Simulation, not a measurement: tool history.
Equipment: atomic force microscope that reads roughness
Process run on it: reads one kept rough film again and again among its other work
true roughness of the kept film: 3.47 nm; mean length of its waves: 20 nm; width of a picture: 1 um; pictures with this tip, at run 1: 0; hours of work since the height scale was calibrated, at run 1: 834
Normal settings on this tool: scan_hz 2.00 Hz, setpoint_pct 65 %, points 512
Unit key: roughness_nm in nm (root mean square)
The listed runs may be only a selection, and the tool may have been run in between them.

run   hour  scan_hz  setpoint_pct  points  pictures with this tip  hours of work since the height scale was calibrated  roughness_nm
  1    0.0     2.00            65     512                       0                                                  834         2.394
  2   26.3     2.00            65     512                      44                                                  851         1.994
  3   56.8     2.00            65     512                      94                                                  870         1.662
  4   93.0     0.56            65     512                     155                                                  894         1.449
     101.8  -- new tip fitted
  5  114.8     0.56            65     512                      22                                                  908         2.202
  6  131.8     0.56            65     512                      50                                                  918         1.967
  7  157.0     2.27            55     279                      92                                                  935         1.626
  8  179.6     3.05            85     390                     130                                                  949         1.215
     202.5  -- new tip fitted
  9  209.6     1.60            84     625                      12                                                  968         2.126
 10  232.4     0.52            84     936                      50                                                  983         1.989
 11  265.8     0.52            84     936                     106                                                 1005         1.615

Predict each of these 4 candidate next runs independently; none follows another, all start after run 11:
  A  299.6     0.68            84     352                     163                                                 1026             ?
  B  299.6     0.52            67     455                     163                                                 1026             ?
  C  299.6     0.68            65     334                     163                                                 1026             ?
  D  299.6     2.00            65     512                     163                                                 1026             ?

run  roughness_nm
  A         1.332
  B         1.390
  C         1.362
  D         1.340
What these runs would have given with no unlogged condition in the tool:
run  roughness_nm
  A         2.406
  B         2.517
  C         2.468
  D         2.425
